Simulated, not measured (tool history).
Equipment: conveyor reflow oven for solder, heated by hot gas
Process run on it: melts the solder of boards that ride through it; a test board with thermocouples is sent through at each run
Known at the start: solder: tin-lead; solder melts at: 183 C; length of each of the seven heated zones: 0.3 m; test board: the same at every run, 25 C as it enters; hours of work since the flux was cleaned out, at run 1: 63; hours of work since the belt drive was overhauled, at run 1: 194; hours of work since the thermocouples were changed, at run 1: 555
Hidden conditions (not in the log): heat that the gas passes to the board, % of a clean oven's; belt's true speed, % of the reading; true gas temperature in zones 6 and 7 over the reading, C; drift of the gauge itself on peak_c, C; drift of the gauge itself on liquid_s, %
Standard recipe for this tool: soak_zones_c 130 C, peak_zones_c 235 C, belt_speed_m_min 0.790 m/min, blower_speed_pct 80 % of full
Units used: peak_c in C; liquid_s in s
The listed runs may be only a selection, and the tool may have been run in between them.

run,hour,soak_zones_c,peak_zones_c,belt_speed_m_min,blower_speed_pct,hours of work since the flux was cleaned out,hours of work since the belt drive was overhauled,hours of work since the thermocouples were changed,peak_c,liquid_s
1,0.0,130,235,0.790,80,63,194,555,217.8,32.9
2,7.2,130,235,0.790,80,67,197,558,218.1,32.8
3,13.7,130,235,0.790,80,70,200,561,217.6,32.5
4,19.0,130,235,0.790,80,72,203,564,218.0,32.9
5,28.8,130,235,0.790,80,77,207,568,217.6,32.3
6,35.4,130,246,0.790,80,80,210,572,226.4,36.5
7,39.8,130,246,0.790,80,82,212,574,227.9,36.4
8,45.2,130,246,0.790,80,84,215,576,227.9,36.8
9,50.5,130,235,0.790,80,87,217,579,218.1,32.7
10,55.7,130,235,0.638,80,89,220,581,223.8,45.1
11,64.1,130,235,0.790,55,93,224,585,211.6,28.0
12,71.7,117,235,0.790,80,97,227,588,215.5,29.1
13,78.1,130,235,0.790,86,100,230,591,218.7,33.2
14,85.5,130,224,0.790,80,103,234,595,208.2,27.7
15,91.1,130,224,0.790,80,106,236,597,208.1,27.7
16,95.5,130,224,0.790,80,108,238,599,208.4,28.1
17,104.8,130,224,0.790,80,112,243,604,208.5,27.7
18,114.8,130,224,0.790,80,117,247,608,207.9,27.6
19,121.0,131,240,0.677,86,120,250,611,227.6,43.9
20,128.6,131,240,0.677,86,123,254,615,228.5,44.0
21,133.4,131,229,0.868,86,125,256,617,210.5,26.4
22,141.8,131,229,0.868,86,129,260,621,209.7,26.1
23,147.4,119,235,0.658,80,132,262,624,221.3,40.1
24,154.6,119,249,0.658,52,135,266,627,226.9,41.7
25,164.7,130,243,0.676,80,140,270,632,229.3,44.1
26,172.5,130,244,0.682,80,144,274,635,230.1,44.0
27,180.1,130,244,0.682,80,147,278,639,231.1,44.4
28,189.2,130,244,0.682,80,151,282,643,230.7,44.3
29,195.0,130,244,0.643,62,154,285,646,228.0,45.4
30,204.6,130,244,0.643,62,158,289,650,227.8,46.2

What if the next run were any one of these 5? Each begins from the tool's condition after run 30:
A,215.2,131,244,0.643,62,163,294,655,?,?
B,215.2,130,235,0.790,81,163,294,655,?,?
C,215.2,130,244,0.782,62,163,294,655,?,?
D,215.2,128,232,0.852,62,163,294,655,?,?
E,215.2,130,244,0.815,62,163,294,655,?,?

run,peak_c,liquid_s
A,228.3,45.8
B,217.7,32.1
C,220.0,33.9
D,207.1,22.9
E,218.7,31.6
Without the tool's unlogged condition, the same runs would have read:
run,peak_c,liquid_s
A,227.6,45.5
B,217.5,32.1
C,219.8,33.8
D,207.0,23.0
E,218.6,31.5
